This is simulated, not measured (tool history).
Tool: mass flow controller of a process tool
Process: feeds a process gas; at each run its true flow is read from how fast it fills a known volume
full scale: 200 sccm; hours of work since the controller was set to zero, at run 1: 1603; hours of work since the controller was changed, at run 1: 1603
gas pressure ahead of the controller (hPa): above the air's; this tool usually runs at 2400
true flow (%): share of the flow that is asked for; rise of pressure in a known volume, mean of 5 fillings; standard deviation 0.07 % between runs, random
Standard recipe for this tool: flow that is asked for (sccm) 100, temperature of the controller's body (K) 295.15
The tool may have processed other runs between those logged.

| run | hour | flow that is asked for (sccm) | gas pressure ahead of the controller (hPa) | temperature of the controller's body (K) | hours of work since the controller was set to zero | hours of work since the controller was changed | true flow (%) |
|---|---|---|---|---|---|---|---|
| 1 | 0 | 100 | 2400 | 295.15 | 1603 | 1603 | 98.37 |
| 2 | 386.3 | 100 | 2400 | 295.15 | 1748 | 1748 | 98.42 |
| 3 | 701.2 | 100 | 2400 | 295.15 | 1867 | 1867 | 98.5 |
| 4 | 1042.2 | 61 | 2400 | 295.15 | 1996 | 1996 | 98.2 |
| 5 | 1281.9 | 61 | 2400 | 295.15 | 2086 | 2086 | 98.31 |
| 6 | 1563.9 | 100 | 2400 | 295.15 | 2193 | 2193 | 98.51 |
| 7 | 1918.3 | 100 | 2400 | 295.15 | 2327 | 2327 | 98.55 |
| 8 | 2282.7 | 100 | 2400 | 295.15 | 2464 | 2464 | 98.61 |
| 9 | 2590 | 100 | 2400 | 295.15 | 2580 | 2580 | 98.61 |
| 10 | 2910.3 | 100 | 2400 | 295.15 | 2701 | 2701 | 98.49 |
| 11 | 3286.5 | 100 | 2400 | 295.15 | 2843 | 2843 | 98.54 |
| 12 | 3449.9 | 100 | 2400 | 304.15 | 2905 | 2905 | 99.14 |
| 13 | 3610.2 | 100 | 2400 | 295.15 | 2965 | 2965 | 98.68 |
| 14 | 3788.6 | 100 | 2400 | 295.15 | 3033 | 3033 | 98.62 |
| 15 | 4168.5 | 100 | 2400 | 295.15 | 3176 | 3176 | 98.67 |
| 16 | 4358.2 | 100 | 2630 | 295.15 | 3248 | 3248 | 98.65 |
| 17 | 4563.1 | 100 | 2400 | 294.15 | 3325 | 3325 | 98.51 |
| 18 | 4837.7 | 20 | 2400 | 295.15 | 3429 | 3429 | 101.23 |
| 19 | 5089.8 | 20 | 2400 | 295.15 | 3524 | 3524 | 101.41 |
| 20 | 5305.1 | 150 | 2400 | 308.15 | 3605 | 3605 | 99.7 |
| 21 | 5681.1 | 43 | 2770 | 309.15 | 3747 | 3747 | 99.83 |
| 22 | 6072.4 | 43 | 2770 | 309.15 | 3895 | 3895 | 100.12 |
| 23 | 6306.5 | 100 | 2380 | 299.15 | 3983 | 3983 | 98.86 |
| 24 | 6490.7 | 100 | 2380 | 299.15 | 4053 | 4053 | 98.87 |
| 25 | 6846.4 | 100 | 2380 | 299.15 | 4187 | 4187 | 98.97 |
| 26 | 7026 | 29 | 1740 | 302.15 | 4255 | 4255 | 100.76 |
| 27 | 7301.6 | 29 | 1740 | 298.15 | 4359 | 4359 | 100.73 |
| 28 | 7497.8 | 29 | 1740 | 298.15 | 4433 | 4433 | 100.82 |
| 29 | 7811.8 | 165 | 1580 | 295.15 | 4551 | 4551 | 99.08 |
| 30 | 8034 | 24 | 2400 | 296.15 | 4635 | 4635 | 101.81 |
| 31 | 8240.9 | 54 | 2400 | 308.15 | 4713 | 4713 | 99.94 |
| 32 | 8634.3 | 52 | 2170 | 293.15 | 4862 | 4862 | 99.06 |
| 33 | 9011.5 | 52 | 2170 | 293.15 | 5004 | 5004 | 99.3 |

What if the next run were any one of these 4? Each begins from the tool's condition after run 33:
| A | 9299.8 | 52 | 2170 | 294.15 | 5113 | 5113 | ? |
| B | 9299.8 | 29 | 1640 | 313.15 | 5113 | 5113 | ? |
| C | 9299.8 | 100 | 1640 | 295.15 | 5113 | 5113 | ? |
| D | 9299.8 | 150 | 2170 | 294.15 | 5113 | 5113 | ? |

| run | true flow (%) |
|---|---|
| A | 99.25 |
| B | 101.89 |
| C | 98.71 |
| D | 99.1 |
Take away the tool's hidden state, keep each run's random variation, and the runs would have read:
| run | true flow (%) |
|---|---|
| A | 97.46 |
| B | 97.9 |
| C | 98.27 |
| D | 99.14 |

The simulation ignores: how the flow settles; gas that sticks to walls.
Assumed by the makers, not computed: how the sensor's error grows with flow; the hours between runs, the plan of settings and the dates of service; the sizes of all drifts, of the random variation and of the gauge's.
